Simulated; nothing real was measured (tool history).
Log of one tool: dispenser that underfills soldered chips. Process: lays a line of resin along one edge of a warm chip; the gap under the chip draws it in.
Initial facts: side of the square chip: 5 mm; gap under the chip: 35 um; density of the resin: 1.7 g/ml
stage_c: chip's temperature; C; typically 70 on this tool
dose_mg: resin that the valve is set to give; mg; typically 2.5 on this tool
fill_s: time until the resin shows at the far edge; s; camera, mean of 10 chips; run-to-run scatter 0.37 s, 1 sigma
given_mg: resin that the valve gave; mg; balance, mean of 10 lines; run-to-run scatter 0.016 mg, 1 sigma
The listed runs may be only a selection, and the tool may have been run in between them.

run     day  stage_c  dose_mg  fill_s  given_mg
  1       0       70      2.5    26.6      2.47
      0.333  -- new syringe of resin
  2   0.338       70      2.5      22      2.43
  3   0.612       70     2.48    25.9      2.43
      0.979  -- new syringe of resin
  4   1.229       79      2.5    16.7      2.41
  5   1.546       79      2.5    19.7       2.4
       1.65  -- new syringe of resin
  6   2.083       79      2.5      20      2.37
      2.275  -- new syringe of resin
  7   2.617       79      2.5    17.3      2.38
      2.904  -- new syringe of resin
  8   3.154       70     2.44      25      2.29
      3.467  -- dispensing valve cleaned and set on the balance
  9   3.533       70     2.44    29.9      2.43
      3.588  -- new syringe of resin
 10    3.95       70     2.44    26.2      2.43
      4.229  -- new syringe of resin
 11   4.496       70     2.44    25.5      2.41
      4.862  -- new syringe of resin
 12   5.038       70      2.5    24.1      2.47
 13   5.346       70     2.43    27.4      2.36
        5.5  -- new syringe of resin
 14   5.746       70     2.43    23.5      2.38
      6.129  -- new syringe of resin
 15   6.262       70      2.5    23.2      2.43
 16   6.692       70      2.5    28.9      2.41
      6.783  -- new syringe of resin
 17   7.333       70      2.5    28.7      2.39
      7.429  -- new syringe of resin
 18   7.854       67     2.23      31      2.14
      8.054  -- new syringe of resin
 19   8.321       56      2.1    45.4      1.99
 20   8.617       56      2.1      53      1.98
      8.704  -- new syringe of resin
      8.842  -- dispensing valve cleaned and set on the balance
 21   9.025       57     3.14    42.4      3.13
 22   9.325       57     3.14    48.3      3.14
      9.396  -- new syringe of resin
 23   9.704       67     2.57    27.3      2.54
     10.038  -- new syringe of resin
 24  10.162       71     2.57    20.7      2.49
     10.688  -- new syringe of resin
 25  10.792       67     2.77    24.7       2.7
     11.312  -- new syringe of resin
 26  11.379       68     2.79    23.1      2.72
 27  11.817       68     2.79    29.1      2.69
     11.946  -- new syringe of resin
 28  12.454       68     2.79    29.4      2.66
     12.604  -- new syringe of resin
 29  12.967       55     2.57    46.7      2.45
     13.258  -- new syringe of resin
 30  13.529       55     2.57    44.8      2.44
     13.908  -- new syringe of resin
 31  14.025       66     2.77    25.6      2.63
     14.225  -- dispensing valve cleaned and set on the balance
     14.604  -- new syringe of resin
 32  14.692       70     2.23    21.6      2.26
 33  14.975       69     2.23    25.9      2.22
     15.258  -- new syringe of resin
 34  15.367       71     2.36    19.5      2.32

Difference, measured minus no-hidden-state, one row per run. Run-to-run variation is common to both terms; the gauge's own scatter need not be:
The hidden state here: resin's viscosity, % of fresh resin's; dose that the valve gives, % of what is set; true chip temperature over the reading, C; drift of the gauge itself on fill_s, %; drift of the gauge itself on given_mg, %.
run  fill_s  given_mg
  1      +4     -0.04
  2    -0.3     -0.06
  3    +3.1     -0.07
  4    +1.5     -0.09
  5    +4.6      -0.1
  6    +3.9      -0.1
  7    +2.7     -0.12
  8    +2.8     -0.14
  9    +7.5        +0
 10    +4.1     -0.01
 11    +2.8     -0.03
 12    +1.2     -0.04
 13    +5.4     -0.05
 14    +1.3     -0.06
 15    +0.8     -0.08
 16    +6.8     -0.09
 17    +6.6     -0.11
 18    +5.1     -0.11
 19    +3.9     -0.12
 20   +11.6     -0.13
 21    +3.2        +0
 22   +10.2     -0.01
 23    +2.4     -0.02
 24    +0.3     -0.04
 25    -0.4     -0.06
 26    -0.6     -0.08
 27    +5.3      -0.1
 28    +5.2     -0.11
 29    +4.3     -0.13
 30    +2.8     -0.14
 31    -0.4     -0.16
 32    -0.9     -0.01
 33    +2.8     -0.02
 34    -0.6     -0.03

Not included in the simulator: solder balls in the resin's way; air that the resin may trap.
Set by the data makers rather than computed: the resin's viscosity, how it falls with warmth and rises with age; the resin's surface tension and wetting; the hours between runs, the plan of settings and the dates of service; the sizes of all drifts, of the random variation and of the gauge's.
